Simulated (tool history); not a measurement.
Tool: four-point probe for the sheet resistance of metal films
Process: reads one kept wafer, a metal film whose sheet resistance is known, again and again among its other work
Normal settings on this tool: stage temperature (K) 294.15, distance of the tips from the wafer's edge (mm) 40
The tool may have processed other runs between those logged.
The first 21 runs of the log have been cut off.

run	hour	stage temperature (K)	distance of the tips from the wafer's edge (mm)	sheet resistance as the instrument gives it (ohm/square)
22	390.8	294.15	40	0.185395
23	411.6	294.15	40	0.185374
24	435	293.15	48	0.185455
25	448.8	292.15	48	0.185467
26	474	297.15	55	0.18514
27	497.4	296.15	10	0.186149
28	509.8	296.15	10	0.18615
29	522.5	296.15	7	0.187199
30	535.8	297.15	46	0.185177
31	547.1	302.15	19	0.185078
32	567	298.15	32	0.185142
33	578.5	298.15	32	0.185099
34	595.2	294.15	36	0.185369
35	619.8	294.15	5	0.189243
36	644.9	292.15	5	0.189336
37	666.9	294.15	16	0.185677
38	681.6	294.15	16	0.185613
39	692.8	293.15	40	0.185407
40	719	293.15	58	0.185397
41	734.1	297.15	34	0.185179
42	756.9	297.15	4	0.191135
43	770.9	294.15	12	0.185996
44	787	294.15	12	0.186057
45	804.7	294.15	12	0.185939

Alternative continuations, all from the tool just after run 45; predict every row:
A	828	299.15	11	?
B	828	307.15	24	?
C	828	299.15	5	?
D	828	299.15	40	?

run	sheet resistance as the instrument gives it (ohm/square)
A	0.185786
B	0.184671
C	0.188956
D	0.185054
Take away the tool's hidden state, keep each run's random variation, and the runs would have read:
run	sheet resistance as the instrument gives it (ohm/square)
A	0.185525
B	0.18441
C	0.18869
D	0.184793

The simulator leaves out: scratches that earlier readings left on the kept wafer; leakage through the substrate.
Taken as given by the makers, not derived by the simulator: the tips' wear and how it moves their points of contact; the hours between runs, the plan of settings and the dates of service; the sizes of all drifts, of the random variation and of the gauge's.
